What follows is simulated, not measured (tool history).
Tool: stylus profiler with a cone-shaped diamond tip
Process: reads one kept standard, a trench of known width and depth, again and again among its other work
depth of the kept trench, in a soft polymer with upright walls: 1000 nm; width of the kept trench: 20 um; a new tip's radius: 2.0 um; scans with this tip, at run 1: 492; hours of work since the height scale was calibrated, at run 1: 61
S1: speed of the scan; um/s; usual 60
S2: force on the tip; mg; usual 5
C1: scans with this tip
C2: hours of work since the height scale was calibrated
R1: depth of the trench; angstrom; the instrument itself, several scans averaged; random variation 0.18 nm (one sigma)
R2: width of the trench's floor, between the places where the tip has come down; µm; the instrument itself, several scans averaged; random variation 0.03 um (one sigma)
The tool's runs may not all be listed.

run	hour	S1	S2	C1	C2	R1	R2
1	0	60	5	492	61	10257.8	16.48
2	23.1	60	5	609	76	10258	16.43
3	51.7	60	5	754	94	10256.3	16.45
4	83	60	5	913	114	10258.2	16.45
5	124.2	112	5	1122	140	10259.5	16.41
6	168.2	60	5	1345	168	10253.6	16.43
7	200.3	92	5	1508	188	10256.6	16.4
8	242.7	45	9.3	1723	215	10392.1	16.48
9	279.9	234	6.81	1911	239	10315.2	16.31
10	299.1	45	3.57	2009	251	10204.9	16.51
11	318	60	10.05	2105	263	10406.1	16.5
12	352	192	5	2277	284	10257.9	16.3
13	378.8	192	5	2413	301	10259.6	16.31
14	396.5	224	12.74	2502	312	10479.6	16.32

Forecast each of these 3 alternatives for the next run:
A	416.2	116	13.04	2602	325	?	?
B	416.2	224	9.51	2602	325	?	?
C	416.2	138	12.74	2602	325	?	?

run	R1	R2
A	10486.5	16.42
B	10394.6	16.32
C	10479.8	16.4
Without the tool's hidden state the same runs would have given:
run	R1	R2
A	10486.4	16.42
B	10394.6	16.32
C	10479.8	16.4
